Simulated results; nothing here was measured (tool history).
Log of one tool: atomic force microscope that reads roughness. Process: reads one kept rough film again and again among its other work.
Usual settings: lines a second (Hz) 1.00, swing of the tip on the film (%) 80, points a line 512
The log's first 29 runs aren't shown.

run,hour,lines a second (Hz),swing of the tip on the film (%),points a line,roughness of the kept film (nm (root mean square))
# hour 770.1: new tip fitted
30,802.0,2.80,58,320,0.691
31,838.9,0.85,80,514,0.653
32,855.7,2.81,58,275,0.632
33,892.9,2.81,58,275,0.594
# hour 911.4: new tip fitted
34,917.0,0.94,74,687,0.736
35,953.7,1.00,83,512,0.676
36,969.5,0.93,64,267,0.670
37,987.1,0.93,86,267,0.615
38,1009.0,1.00,79,512,0.622
39,1032.7,1.00,79,383,0.602
# hour 1054.0: new tip fitted
40,1060.9,3.68,79,680,0.636
41,1083.0,0.56,87,658,0.694
42,1112.2,0.56,87,658,0.671
43,1139.6,0.57,59,358,0.649

The next listed run, before its measurement:
44,1155.7,0.89,69,859,?

{"run 44": {"roughness of the kept film (nm (root mean square))": 0.633}}
Without the tool's hidden state the same run would have given roughness of the kept film (nm (root mean square)) 0.748.
